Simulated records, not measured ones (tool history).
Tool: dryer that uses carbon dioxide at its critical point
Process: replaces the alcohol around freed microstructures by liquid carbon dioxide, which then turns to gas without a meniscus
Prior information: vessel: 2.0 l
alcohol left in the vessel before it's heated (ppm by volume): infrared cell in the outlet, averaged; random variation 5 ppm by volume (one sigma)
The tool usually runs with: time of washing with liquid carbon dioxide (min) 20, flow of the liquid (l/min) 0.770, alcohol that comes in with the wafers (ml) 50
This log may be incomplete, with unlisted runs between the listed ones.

| run | hour | time of washing with liquid carbon dioxide (min) | flow of the liquid (l/min) | alcohol that comes in with the wafers (ml) | alcohol left in the vessel before it's heated (ppm by volume) |
|---|---|---|---|---|---|
| 1 | 0.0 | 20 | 0.770 | 50 | 106 |
| 2 | 14.2 | 20 | 0.770 | 50 | 103 |
| 3 | 31.8 | 20 | 0.770 | 50 | 117 |
| 4 | 43.9 | 20 | 0.770 | 47 | 112 |
| 5 | 63.1 | 20 | 0.770 | 47 | 121 |
| 6 | 80.4 | 20 | 1.273 | 50 | 88 |
| 7 | 95.2 | 20 | 1.273 | 50 | 83 |
| 8 | 116.3 | 20 | 1.273 | 50 | 91 |
|  | 121.7 | inlet filter changed |
| 9 | 131.9 | 20 | 1.273 | 50 | 94 |
| 10 | 155.9 | 20 | 1.273 | 50 | 110 |
| 11 | 169.0 | 20 | 1.252 | 50 | 116 |
| 12 | 187.6 | 20 | 0.770 | 50 | 130 |
| 13 | 201.5 | 20 | 0.770 | 27 | 128 |
| 14 | 213.6 | 20 | 0.770 | 27 | 129 |
| 15 | 232.5 | 20 | 0.770 | 50 | 134 |
| 16 | 249.6 | 20 | 0.770 | 50 | 149 |
| 17 | 276.1 | 20 | 0.770 | 50 | 144 |
| 18 | 302.6 | 20 | 0.883 | 50 | 149 |
| 19 | 319.2 | 20 | 0.883 | 50 | 155 |
| 20 | 345.2 | 20 | 0.770 | 50 | 183 |
| 21 | 368.0 | 20 | 0.770 | 50 | 182 |
| 22 | 385.1 | 20 | 0.770 | 50 | 177 |
| 23 | 405.5 | 20 | 0.770 | 50 | 192 |
| 24 | 426.5 | 13 | 1.053 | 50 | 239 |
| 25 | 454.6 | 20 | 1.197 | 75 | 182 |
| 26 | 473.5 | 20 | 1.057 | 72 | 185 |
| 27 | 490.2 | 18 | 0.533 | 72 | 697 |
| 28 | 509.8 | 18 | 0.770 | 110 | 320 |
| 29 | 525.4 | 18 | 0.770 | 110 | 324 |

Forecast run 30:
| 30 | 542.5 | 16 | 1.185 | 20 | ? |

{"run 30": {"alcohol left in the vessel before it's heated (ppm by volume)": 209}}
Take away the tool's hidden state, keep the run-to-run variation as it was, and the same run would have given alcohol left in the vessel before it's heated (ppm by volume) 7.
